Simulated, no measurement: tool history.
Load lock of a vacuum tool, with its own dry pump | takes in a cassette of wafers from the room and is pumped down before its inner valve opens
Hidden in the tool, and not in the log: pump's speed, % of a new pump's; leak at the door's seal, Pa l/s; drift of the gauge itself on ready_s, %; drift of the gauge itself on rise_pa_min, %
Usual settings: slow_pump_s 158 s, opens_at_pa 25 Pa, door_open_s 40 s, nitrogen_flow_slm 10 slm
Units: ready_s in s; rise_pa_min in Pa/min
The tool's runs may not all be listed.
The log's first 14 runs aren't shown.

run    hour  slow_pump_s  opens_at_pa  door_open_s  nitrogen_flow_slm  hours that the pump has run since its overhaul  times that the door has closed on its seal  incoming humidity of the room's air, %  ready_s  rise_pa_min
 15  2002.2          156           25           40                 10                                            7068                                       27465                                    42.8    242.7        0.209
 16  2112.3          156           25           40                 10                                            7178                                       27696                                    47.5    241.0        0.209
 17  2200.8          156           25           40                 10                                            7266                                       27882                                    43.5    241.3        0.211
 18  2384.1          156           25           40                 10                                            7449                                       28267                                    43.3    243.2        0.214
 19  2583.5          131           25           40                 10                                            7649                                       28686                                    47.2    220.9        0.222
 20  2670.8           82           21          143                  5                                            7736                                       28870                                    46.5    186.3        0.259
 21  2782.2           82           21          143                  5                                            7848                                       29104                                    44.3    186.5        0.261
 22  2907.7          158           25          164                 10                                            7973                                       29368                                    47.5    242.1        0.269
 23  2996.7           82           27           40                 32                                            8062                                       29555                                    47.7    183.5        0.221
 24  3189.0           82           27           40                 32                                            8254                                       29959                                    47.5    184.8        0.225
 25  3396.2          126           27           40                 32                                            8462                                       30394                                    40.8    216.8        0.235
 26  3503.7          300           37           40                 17                                            8569                                       30620                                    43.2    350.1        0.239
 27  3717.4          300           37           40                 17                                            8783                                       31069                                    44.8    347.6        0.246
 28  3869.7          300           21           40                 13                                            8935                                       31389                                    46.5    358.7        0.257
 29  4047.2          300           37          166                 13                                            9113                                       31762                                    45.7    352.7        0.284
 30  4258.4          124           25           40                 10                                            9324                                       32206                                    44.8    220.6        0.267
 31  4422.3          124           25           40                 10                                            9488                                       32550                                    45.2    219.3        0.264
 32  4571.0          158           25           89                 10                                            9636                                       32863                                    42.7    247.0        0.285
     4668.0  -- door's seal changed, seat wiped
 33  4687.4          158           25           87                 10                                            9751                                          40                                    46.3    248.4        0.032
 34  4859.6          158           25           87                 10                                            9923                                         402                                    47.3    245.9        0.038
 35  5000.6          154           28           40                 10                                           10064                                         698                                    46.3    242.3        0.024
 36  5124.2          158           29           40                 10                                           10188                                         958                                    44.2    242.0        0.023

Forecast each of these 4 alternatives for the next run:
  A  5288.9           81           25           40                 10                                           10353                                        1304                                    46.9        ?            ?
  B  5288.9          158           29           45                 10                                           10353                                        1304                                    45.4        ?            ?
  C  5288.9          158           29          135                 42                                           10353                                        1304                                    46.0        ?            ?
  D  5288.9          181           25           40                  4                                           10353                                        1304                                    41.4        ?            ?

run  ready_s  rise_pa_min
  A    190.4        0.024
  B    244.4        0.024
  C    243.7        0.025
  D    263.5        0.022
Without the tool's hidden state the same runs would have given:
run  ready_s  rise_pa_min
  A    175.3        0.020
  B    232.6        0.020
  C    231.9        0.021
  D    252.1        0.018

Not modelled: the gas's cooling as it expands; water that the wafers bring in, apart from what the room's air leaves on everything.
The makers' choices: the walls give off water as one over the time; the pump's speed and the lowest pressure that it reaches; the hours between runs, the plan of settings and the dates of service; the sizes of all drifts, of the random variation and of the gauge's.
